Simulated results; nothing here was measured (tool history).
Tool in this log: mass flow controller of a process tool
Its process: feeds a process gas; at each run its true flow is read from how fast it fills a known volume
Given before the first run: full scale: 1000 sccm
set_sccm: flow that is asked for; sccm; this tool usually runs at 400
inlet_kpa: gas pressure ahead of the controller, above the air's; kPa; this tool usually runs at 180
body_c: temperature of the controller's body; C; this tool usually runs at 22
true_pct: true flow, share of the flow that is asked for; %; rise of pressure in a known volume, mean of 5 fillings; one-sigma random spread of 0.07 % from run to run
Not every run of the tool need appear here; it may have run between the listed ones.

Run 1, day 0.000: usual settings. Result: true_pct 103.59 %.
At day 1.950: controller exchanged for a calibrated one.
Run 2, day 15.708: usual settings. Result: true_pct 98.32 %.
Run 3, day 31.825: usual settings. Result: true_pct 98.57 %.
Run 4, day 47.079: usual settings. Result: true_pct 98.77 %.
Run 5, day 54.950: usual settings. Result: true_pct 98.87 %.
Run 6, day 64.479: usual settings. Result: true_pct 98.98 %.
Run 7, day 73.192: usual settings but set_sccm 464 sccm. Result: true_pct 99.28 %.
Run 8, day 84.796: usual settings but set_sccm 678 sccm. Result: true_pct 100.07 %.
Run 9, day 96.254: usual settings but set_sccm 678 sccm. Result: true_pct 100.09 %.
Run 10, day 111.438: usual settings. Result: true_pct 99.64 %.
Run 11, day 121.004: usual settings. Result: true_pct 99.87 %.
Run 12, day 136.146: usual settings. Result: true_pct 100.05 %.
Run 13, day 147.908: usual settings. Result: true_pct 100.23 %.
Run 14, day 155.325: usual settings. Result: true_pct 100.17 %.
Run 15, day 164.754: usual settings. Result: true_pct 100.45 %.
Run 16, day 176.608: usual settings but body_c 25 C. Result: true_pct 100.67 %.
Run 17, day 189.358: usual settings but body_c 25 C. Result: true_pct 101.03 %.
Run 18, day 204.533: usual settings but body_c 25 C. Result: true_pct 101.19 %.
Run 19, day 213.754: usual settings but body_c 25 C. Result: true_pct 101.15 %.
Run 20, day 221.104: usual settings but body_c 25 C. Result: true_pct 101.39 %.
Run 21, day 232.538: usual settings but body_c 25 C. Result: true_pct 101.41 %.
Run 22, day 248.112: usual settings but set_sccm 215 sccm. Result: true_pct 102.16 %.
Run 23, day 261.896: usual settings but body_c 39 C. Result: true_pct 102.70 %.
Run 24, day 273.138: usual settings but inlet_kpa 269 kPa, body_c 39 C. Result: true_pct 102.13 %.
Run 25, day 285.379: usual settings but inlet_kpa 269 kPa, body_c 39 C. Result: true_pct 102.36 %.
Run 26, day 294.879: usual settings but set_sccm 385 sccm, inlet_kpa 142 kPa, body_c 20 C. Result: true_pct 102.41 %.
Run 27, day 306.558: usual settings but set_sccm 420 sccm, inlet_kpa 227 kPa, body_c 25 C. Result: true_pct 102.30 %.
Run 28, day 316.454: usual settings but set_sccm 420 sccm, inlet_kpa 227 kPa, body_c 25 C. Result: true_pct 102.32 %.
Run 29, day 330.354: usual settings but set_sccm 420 sccm, inlet_kpa 227 kPa, body_c 25 C. Result: true_pct 102.56 %.
Run 30, day 344.738: usual settings but set_sccm 420 sccm, inlet_kpa 227 kPa, body_c 25 C. Result: true_pct 102.72 %.
Run 31, day 357.654: usual settings but body_c 23 C. Result: true_pct 103.12 %.
Run 32, day 366.158: usual settings but inlet_kpa 140 kPa, body_c 21 C. Result: true_pct 103.41 %.
Run 33, day 377.062: usual settings but set_sccm 171 sccm, inlet_kpa 262 kPa. Result: true_pct 104.39 %.
Run 34, day 388.904: usual settings but set_sccm 254 sccm, inlet_kpa 158 kPa, body_c 27 C. Result: true_pct 104.36 %.
Run 35, day 398.342: usual settings but set_sccm 149 sccm, inlet_kpa 153 kPa, body_c 25 C. Result: true_pct 106.15 %.
Run 36, day 412.308: usual settings but set_sccm 288 sccm, inlet_kpa 262 kPa, body_c 26 C. Result: true_pct 103.79 %.
Run 37, day 420.342: usual settings but set_sccm 414 sccm, inlet_kpa 170 kPa, body_c 37 C. Result: true_pct 104.69 %.
At day 432.079: controller exchanged for a calibrated one.
Run 38, day 435.133: usual settings but set_sccm 414 sccm, inlet_kpa 170 kPa, body_c 37 C. Result: true_pct 98.87 %.
Run 39, day 450.492: usual settings but set_sccm 414 sccm, inlet_kpa 170 kPa, body_c 37 C. Result: true_pct 99.19 %.
Run 40, day 465.138: usual settings but set_sccm 985 sccm, inlet_kpa 208 kPa, body_c 27 C. Result: true_pct 100.23 %.
Run 41, day 478.783: usual settings but set_sccm 985 sccm, inlet_kpa 208 kPa, body_c 27 C. Result: true_pct 100.46 %.
Run 42, day 490.425: usual settings but set_sccm 180 sccm, inlet_kpa 149 kPa. Result: true_pct 98.72 %.
Run 43, day 505.446: usual settings but set_sccm 180 sccm, inlet_kpa 149 kPa. Result: true_pct 99.16 %.
Run 44, day 516.567: usual settings but set_sccm 613 sccm, inlet_kpa 216 kPa, body_c 32 C. Result: true_pct 100.11 %.
Run 45, day 529.804: usual settings but set_sccm 613 sccm, inlet_kpa 216 kPa, body_c 32 C. Result: true_pct 100.29 %.
Run 46, day 541.008: usual settings but set_sccm 115 sccm, inlet_kpa 174 kPa, body_c 29 C. Result: true_pct 100.37 %.
Run 47, day 556.638: usual settings but set_sccm 115 sccm, inlet_kpa 174 kPa, body_c 29 C. Result: true_pct 100.70 %.
Run 48, day 571.021: usual settings but set_sccm 211 sccm, inlet_kpa 174 kPa, body_c 29 C. Result: true_pct 100.37 %.
Run 49, day 579.162: usual settings but set_sccm 389 sccm, inlet_kpa 196 kPa. Result: true_pct 100.11 %.

Some steps in true_pct, run to run, broken into two amounts with sign: the step expected even without the hidden condition (settings, incoming material, random variation), and the rest, left for the hidden condition together with whatever gauge scatter is not in both the measured and the hidden-condition-free result:
Hidden conditions of the tool in this case: flow at rest that the sensor doesn't see, % of full scale; true flow over the shown one, %; drift of the gauge itself on true_pct, %.
Run 1 -> 2: controller exchanged for a calibrated one. true_pct -5.27 %: hidden state -5.30, all else +0.03.
Run 32 -> 33: set_sccm 400 -> 171, inlet_kpa 140 -> 262, body_c 21 -> 22. true_pct +0.98 %: hidden state +2.52, all else -1.54.
Run 35 -> 36: set_sccm 149 -> 288, inlet_kpa 153 -> 262, body_c 25 -> 26. true_pct -2.36 %: hidden state -2.24, all else -0.12.
Run 37 -> 38: controller exchanged for a calibrated one. true_pct -5.82 %: hidden state -5.74, all else -0.08.

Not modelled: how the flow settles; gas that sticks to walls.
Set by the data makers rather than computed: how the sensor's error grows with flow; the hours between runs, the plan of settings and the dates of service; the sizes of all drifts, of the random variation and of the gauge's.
